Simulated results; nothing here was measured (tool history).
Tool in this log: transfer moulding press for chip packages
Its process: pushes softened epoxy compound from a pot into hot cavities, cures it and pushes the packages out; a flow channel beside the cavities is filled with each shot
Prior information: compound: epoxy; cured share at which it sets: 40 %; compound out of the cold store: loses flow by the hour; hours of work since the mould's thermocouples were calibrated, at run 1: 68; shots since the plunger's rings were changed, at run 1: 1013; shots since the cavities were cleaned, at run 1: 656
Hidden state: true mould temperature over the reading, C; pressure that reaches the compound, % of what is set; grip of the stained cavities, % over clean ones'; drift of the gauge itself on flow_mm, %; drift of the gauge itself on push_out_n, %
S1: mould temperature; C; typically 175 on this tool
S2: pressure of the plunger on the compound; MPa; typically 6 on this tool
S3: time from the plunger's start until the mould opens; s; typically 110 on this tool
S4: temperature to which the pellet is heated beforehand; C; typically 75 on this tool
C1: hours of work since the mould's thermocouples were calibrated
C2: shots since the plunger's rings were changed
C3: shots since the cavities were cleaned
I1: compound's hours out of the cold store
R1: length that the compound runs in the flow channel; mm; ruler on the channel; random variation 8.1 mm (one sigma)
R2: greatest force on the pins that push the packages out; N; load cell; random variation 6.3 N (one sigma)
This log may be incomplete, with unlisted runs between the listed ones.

{"run": 1, "hour": 0.0, "S1": 175, "S2": 6, "S3": 110, "S4": 75, "C1": 68, "C2": 1013, "C3": 656, "I1": 47.7, "R1": 845, "R2": 354}
{"hour": 7.1, "done": "cavities cleaned with cleaning compound and waxed"}
{"run": 2, "hour": 49.0, "S1": 175, "S2": 6, "S3": 110, "S4": 77, "C1": 104, "C2": 1647, "C3": 559, "I1": 13, "R1": 909, "R2": 344}
{"hour": 65.3, "done": "cavities cleaned with cleaning compound and waxed"}
{"run": 3, "hour": 83.8, "S1": 175, "S2": 6, "S3": 110, "S4": 77, "C1": 129, "C2": 2093, "C3": 247, "I1": 25.8, "R1": 893, "R2": 311}
{"run": 4, "hour": 114.2, "S1": 175, "S2": 6, "S3": 110, "S4": 75, "C1": 152, "C2": 2500, "C3": 654, "I1": 35.8, "R1": 864, "R2": 344}
{"hour": 122.6, "done": "cavities cleaned with cleaning compound and waxed"}
{"run": 5, "hour": 142.9, "S1": 175, "S2": 6, "S3": 110, "S4": 75, "C1": 173, "C2": 2863, "C3": 272, "I1": 12.5, "R1": 881, "R2": 324}
{"run": 6, "hour": 163.8, "S1": 175, "S2": 6, "S3": 122, "S4": 75, "C1": 189, "C2": 3143, "C3": 552, "I1": 46.4, "R1": 820, "R2": 297}
{"hour": 178.1, "done": "cavities cleaned with cleaning compound and waxed"}
{"run": 7, "hour": 205.3, "S1": 180, "S2": 6, "S3": 122, "S4": 65, "C1": 219, "C2": 3678, "C3": 364, "I1": 12.8, "R1": 880, "R2": 244}
{"run": 8, "hour": 227.6, "S1": 180, "S2": 6, "S3": 122, "S4": 72, "C1": 236, "C2": 3976, "C3": 662, "I1": 8.6, "R1": 882, "R2": 262}
{"hour": 235.6, "done": "cavities cleaned with cleaning compound and waxed"}
{"hour": 252.5, "done": "plunger's sealing rings changed"}
{"run": 9, "hour": 267.0, "S1": 180, "S2": 6, "S3": 122, "S4": 72, "C1": 263, "C2": 193, "C3": 386, "I1": 37.5, "R1": 873, "R2": 233}
{"hour": 295.4, "done": "cavities cleaned with cleaning compound and waxed"}
{"run": 10, "hour": 308.4, "S1": 175, "S2": 7.23, "S3": 141, "S4": 77, "C1": 294, "C2": 728, "C3": 174, "I1": 36.4, "R1": 963, "R2": 221}
{"run": 11, "hour": 329.2, "S1": 175, "S2": 7.18, "S3": 130, "S4": 69, "C1": 309, "C2": 1006, "C3": 452, "I1": 38.2, "R1": 959, "R2": 263}

4 ways to go on from here, each from the tool as it stands after run 11. What would each give?
{"hour": 352.3, "done": "cavities cleaned with cleaning compound and waxed"}
{"run": "A", "hour": 356.9, "S1": 171, "S2": 4.51, "S3": 110, "S4": 75, "C1": 329, "C2": 1355, "C3": 60, "I1": 27.9, "R1": "?", "R2": "?"}
{"hour": 352.3, "done": "cavities cleaned with cleaning compound and waxed"}
{"run": "B", "hour": 356.9, "S1": 170, "S2": 7.04, "S3": 110, "S4": 75, "C1": 329, "C2": 1355, "C3": 60, "I1": 11.5, "R1": "?", "R2": "?"}
{"hour": 352.3, "done": "cavities cleaned with cleaning compound and waxed"}
{"run": "C", "hour": 356.9, "S1": 175, "S2": 5.75, "S3": 135, "S4": 75, "C1": 329, "C2": 1355, "C3": 60, "I1": 19.6, "R1": "?", "R2": "?"}
{"hour": 352.3, "done": "cavities cleaned with cleaning compound and waxed"}
{"run": "D", "hour": 356.9, "S1": 175, "S2": 6, "S3": 110, "S4": 75, "C1": 329, "C2": 1355, "C3": 60, "I1": 35.8, "R1": "?", "R2": "?"}

run=A R1=791 R2=376
run=B R1=1028 R2=420
run=C R1=880 R2=206
run=D R1=880 R2=273
What these runs would have given with no unlogged condition in the tool:
run=A R1=802 R2=320
run=B R1=1043 R2=357
run=C R1=893 R2=184
run=D R1=894 R2=235
